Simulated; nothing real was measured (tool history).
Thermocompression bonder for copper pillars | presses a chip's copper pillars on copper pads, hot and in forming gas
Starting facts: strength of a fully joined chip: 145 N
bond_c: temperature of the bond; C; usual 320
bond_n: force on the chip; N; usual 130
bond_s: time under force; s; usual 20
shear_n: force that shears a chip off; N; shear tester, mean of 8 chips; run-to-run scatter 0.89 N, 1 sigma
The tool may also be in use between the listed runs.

| run | day | bond_c | bond_n | bond_s | shear_n |
|---|---|---|---|---|---|
| 1 | 0 | 320 | 130 | 20 | 72.1 |
| 2 | 1.283 | 320 | 130 | 20 | 73.5 |
|  | 1.404 | forming gas filter changed |
| 3 | 2.521 | 320 | 165 | 20 | 88 |
| 4 | 3.525 | 320 | 165 | 20 | 85.3 |
| 5 | 4.112 | 320 | 87 | 20 | 51.4 |
| 6 | 4.962 | 320 | 87 | 20 | 52.6 |
| 7 | 6.283 | 320 | 87 | 20 | 51.6 |
| 8 | 7.262 | 324 | 130 | 20 | 74.9 |
|  | 7.85 | force cell calibrated |
| 9 | 8.283 | 320 | 121 | 40 | 86.5 |
| 10 | 9.296 | 302 | 87 | 15 | 38.7 |
| 11 | 10.658 | 302 | 87 | 15 | 39.2 |
| 12 | 11.296 | 302 | 87 | 15 | 38.7 |
| 13 | 12.225 | 302 | 115 | 13 | 48.7 |
| 14 | 13.254 | 322 | 130 | 18 | 71.3 |

Branching from run 14: 4 alternative next runs. What would each branch give?
| A | 13.958 | 326 | 190 | 36 | ? |
| B | 13.958 | 302 | 123 | 11 | ? |
| C | 13.958 | 320 | 130 | 13 | ? |
| D | 13.958 | 341 | 84 | 20 | ? |

| run | shear_n |
|---|---|
| A | 114.9 |
| B | 48.5 |
| C | 62.1 |
| D | 60.3 |
Without the tool's unlogged condition, the same runs would have read:
| run | shear_n |
|---|---|
| A | 115.5 |
| B | 48.9 |
| C | 62.5 |
| D | 60.7 |
